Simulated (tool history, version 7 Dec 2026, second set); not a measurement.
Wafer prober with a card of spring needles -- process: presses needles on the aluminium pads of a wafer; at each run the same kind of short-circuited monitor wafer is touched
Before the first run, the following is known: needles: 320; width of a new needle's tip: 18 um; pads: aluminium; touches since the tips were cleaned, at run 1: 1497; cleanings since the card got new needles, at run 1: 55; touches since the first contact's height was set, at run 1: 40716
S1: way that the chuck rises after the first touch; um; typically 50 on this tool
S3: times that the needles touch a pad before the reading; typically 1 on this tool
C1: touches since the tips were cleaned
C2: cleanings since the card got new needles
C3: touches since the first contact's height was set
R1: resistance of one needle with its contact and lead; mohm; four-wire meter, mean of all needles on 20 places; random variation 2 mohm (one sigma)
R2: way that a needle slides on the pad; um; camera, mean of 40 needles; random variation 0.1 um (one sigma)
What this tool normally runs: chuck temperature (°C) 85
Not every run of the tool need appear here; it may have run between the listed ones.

Run 1, hour 0: usual settings; C1 1497; C2 55; C3 40716. Result: R1 218 mohm, R2 10.51 um.
At hour 6.3: tips cleaned on abrasive film.
At hour 14.9: tips cleaned on abrasive film.
At hour 25.7: tips cleaned on abrasive film.
Run 2, hour 25.7: usual settings; C1 0; C2 58; C3 53324. Result: R1 220 mohm, R2 10.67 um.
At hour 36.2: tips cleaned on abrasive film.
At hour 46.8: tips cleaned on abrasive film.
At hour 56: tips cleaned on abrasive film.
Run 3, hour 56: usual settings but chuck temperature (°C) 43; C1 0; C2 61; C3 68225. Result: R1 206 mohm, R2 10.66 um.
At hour 66.5: tips cleaned on abrasive film.
At hour 75.2: tips cleaned on abrasive film.
At hour 83.8: tips cleaned on abrasive film.
Run 4, hour 84: usual settings; C1 87; C2 64; C3 81955. Result: R1 217 mohm, R2 10.64 um.
At hour 92.6: tips cleaned on abrasive film.
At hour 103.2: tips cleaned on abrasive film.
At hour 113.9: tips cleaned on abrasive film.
At hour 124.3: tips cleaned on abrasive film.
Run 5, hour 126.9: usual settings; C1 1293; C2 68; C3 103063. Result: R1 219 mohm, R2 10.36 um.
At hour 133.4: tips cleaned on abrasive film.
At hour 142.1: tips cleaned on abrasive film.
At hour 150.7: tips cleaned on abrasive film.
At hour 160.3: tips cleaned on abrasive film.
Run 6, hour 160.3: usual settings but chuck temperature (°C) 98; C1 0; C2 72; C3 119398. Result: R1 219 mohm, R2 10.63 um.
At hour 170.8: tips cleaned on abrasive film.
Run 7, hour 178.2: usual settings but chuck temperature (°C) 50; C1 3645; C2 73; C3 128235. Result: R1 213 mohm, R2 10.5 um.
At hour 180.4: tips cleaned on abrasive film.
At hour 191.2: tips cleaned on abrasive film.
At hour 201.8: tips cleaned on abrasive film.
Run 8, hour 208.1: usual settings but chuck temperature (°C) 50; C1 3120; C2 76; C3 142953. Result: R1 212 mohm, R2 10.46 um.
At hour 212.5: tips cleaned on abrasive film.
At hour 223.2: tips cleaned on abrasive film.
At hour 231.8: tips cleaned on abrasive film.
At hour 242.6: tips cleaned on abrasive film.
Run 9, hour 249: usual settings but chuck temperature (°C) 50; C1 3157; C2 80; C3 163033. Result: R1 210 mohm, R2 10.37 um.
At hour 253.4: tips cleaned on abrasive film.
At hour 262: tips cleaned on abrasive film.
At hour 270.6: tips cleaned on abrasive film.
Run 10, hour 278.6: usual settings; C1 3928; C2 83; C3 177562. Result: R1 220 mohm, R2 10.26 um.
At hour 280.8: tips cleaned on abrasive film.
At hour 291.5: tips cleaned on abrasive film.
At hour 301.8: tips cleaned on abrasive film.
Run 11, hour 306.1: usual settings; C1 2153; C2 86; C3 191076. Result: R1 216 mohm, R2 10.44 um.
At hour 312.4: tips cleaned on abrasive film.
At hour 321: tips cleaned on abrasive film.
At hour 329.6: tips cleaned on abrasive film.
At hour 340.4: tips cleaned on abrasive film.
Run 12, hour 340.5: usual settings; C1 19; C2 90; C3 207930. Result: R1 219 mohm, R2 10.4 um.
At hour 349.2: tips cleaned on abrasive film.
At hour 359.8: tips cleaned on abrasive film.
At hour 362.3: height of the first contact set anew.
Run 13, hour 367.8: usual settings; C1 3798; C2 92; C3 2738. Result: R1 221 mohm, R2 10.43 um.
At hour 369.9: tips cleaned on abrasive film.
At hour 380.7: tips cleaned on abrasive film.
Run 14, hour 386.6: usual settings but S1 33 um, chuck temperature (°C) 45, S3 3; C1 2929; C2 94; C3 11978. Result: R1 221 mohm, R2 6.76 um.
At hour 391: tips cleaned on abrasive film.
At hour 401.1: tips cleaned on abrasive film.
At hour 409.8: tips cleaned on abrasive film.
At hour 420.3: tips cleaned on abrasive film.
At hour 428.9: tips cleaned on abrasive film.
Run 15, hour 430: usual settings but S1 37 um, S3 2; C1 520; C2 99; C3 33254. Result: R1 230 mohm, R2 7.72 um.
At hour 438.6: tips cleaned on abrasive film.
At hour 447.3: tips cleaned on abrasive film.
At hour 457.8: tips cleaned on abrasive film.
At hour 467.5: tips cleaned on abrasive film.
Run 16, hour 467.5: usual settings but S1 59 um, chuck temperature (°C) 30, S3 2; C1 0; C2 103; C3 51678. Result: R1 202 mohm, R2 12.52 um.
At hour 476.1: tips cleaned on abrasive film.
At hour 484.8: tips cleaned on abrasive film.
At hour 493.4: tips cleaned on abrasive film.
Run 17, hour 497: usual settings but S1 59 um, chuck temperature (°C) 65, S3 2; C1 1769; C2 106; C3 66167. Result: R1 213 mohm, R2 12.34 um.
At hour 503.5: tips cleaned on abrasive film.
At hour 514.3: tips cleaned on abrasive film.
At hour 524.6: tips cleaned on abrasive film.
Run 18, hour 530.3: usual settings but S1 32 um, chuck temperature (°C) 123, S3 2; C1 2797; C2 109; C3 82538. Result: R1 244 mohm, R2 6.78 um.
At hour 534.7: tips cleaned on abrasive film.
At hour 545.4: tips cleaned on abrasive film.
Run 19, hour 553.4: usual settings but S1 47 um, chuck temperature (°C) 50, S3 2; C1 3965; C2 111; C3 93923. Result: R1 210 mohm, R2 9.72 um.
At hour 555.7: tips cleaned on abrasive film.
At hour 566.1: tips cleaned on abrasive film.
At hour 574.8: tips cleaned on abrasive film.
At hour 584.6: tips cleaned on abrasive film.
Run 20, hour 584.6: usual settings but S3 2; C1 0; C2 115; C3 109197. Result: R1 218 mohm, R2 10.45 um.
At hour 595.4: tips cleaned on abrasive film.
At hour 606.1: tips cleaned on abrasive film.
At hour 616.9: tips cleaned on abrasive film.
At hour 627.7: tips cleaned on abrasive film.
Run 21, hour 627.9: usual settings but S3 2; C1 85; C2 119; C3 130461. Result: R1 214 mohm, R2 10.49 um.
At hour 636.5: tips cleaned on abrasive film.
At hour 645.2: tips cleaned on abrasive film.
At hour 655.9: tips cleaned on abrasive film.
Run 22, hour 663.4: usual settings but chuck temperature (°C) 32, S3 2; C1 3700; C2 122; C3 147947. Result: R1 203 mohm, R2 10.55 um.
At hour 665.6: tips cleaned on abrasive film.
At hour 674.3: tips cleaned on abrasive film.
At hour 685.1: tips cleaned on abrasive film.
At hour 695.7: tips cleaned on abrasive film.
Run 23, hour 698.6: usual settings but S1 37 um, chuck temperature (°C) 25, S3 2; C1 1425; C2 126; C3 165203. Result: R1 212 mohm, R2 7.69 um.
At hour 705.1: tips cleaned on abrasive film.
At hour 715.6: tips cleaned on abrasive film.
At hour 726.2: tips cleaned on abrasive film.
Run 24, hour 728.6: usual settings but S1 47 um, chuck temperature (°C) 87; C1 1171; C2 129; C3 179947. Result: R1 217 mohm, R2 9.77 um.
At hour 735.1: tips cleaned on abrasive film.
At hour 743.7: tips cleaned on abrasive film.
At hour 754.5: tips cleaned on abrasive film.
Run 25, hour 757.5: usual settings but S1 47 um, chuck temperature (°C) 87; C1 1492; C2 132; C3 194164. Result: R1 222 mohm, R2 9.84 um.
At hour 763.9: tips cleaned on abrasive film.
At hour 774.7: tips cleaned on abrasive film.
Run 26, hour 781.6: usual settings but S1 62 um, chuck temperature (°C) 27, S3 2; C1 3424; C2 134; C3 206000. Result: R1 205 mohm, R2 13.22 um.

Forecast each of these 3 alternatives for the next run:
At hour 783.8: tips cleaned on abrasive film.
At hour 794.5: tips cleaned on abrasive film.
At hour 805: tips cleaned on abrasive film.
Run A, hour 805.8: usual settings but S1 59 um, chuck temperature (°C) 36, S3 3; C1 390; C2 137; C3 217862. Result: R1 ?, R2 ?.
At hour 783.8: tips cleaned on abrasive film.
At hour 794.5: tips cleaned on abrasive film.
At hour 805: tips cleaned on abrasive film.
Run B, hour 805.8: usual settings but S3 2; C1 390; C2 137; C3 217862. Result: R1 ?, R2 ?.
At hour 783.8: tips cleaned on abrasive film.
At hour 794.5: tips cleaned on abrasive film.
At hour 805: tips cleaned on abrasive film.
Run C, hour 805.8: usual settings but S1 52 um, chuck temperature (°C) 60; C1 390; C2 137; C3 217862. Result: R1 ?, R2 ?.

run   R1     R2
  A  202  12.52
  B  219  10.59
  C  211  10.78
Without the tool's hidden state the same runs would have given:
run   R1     R2
  A  202  12.52
  B  219  10.59
  C  211  10.78

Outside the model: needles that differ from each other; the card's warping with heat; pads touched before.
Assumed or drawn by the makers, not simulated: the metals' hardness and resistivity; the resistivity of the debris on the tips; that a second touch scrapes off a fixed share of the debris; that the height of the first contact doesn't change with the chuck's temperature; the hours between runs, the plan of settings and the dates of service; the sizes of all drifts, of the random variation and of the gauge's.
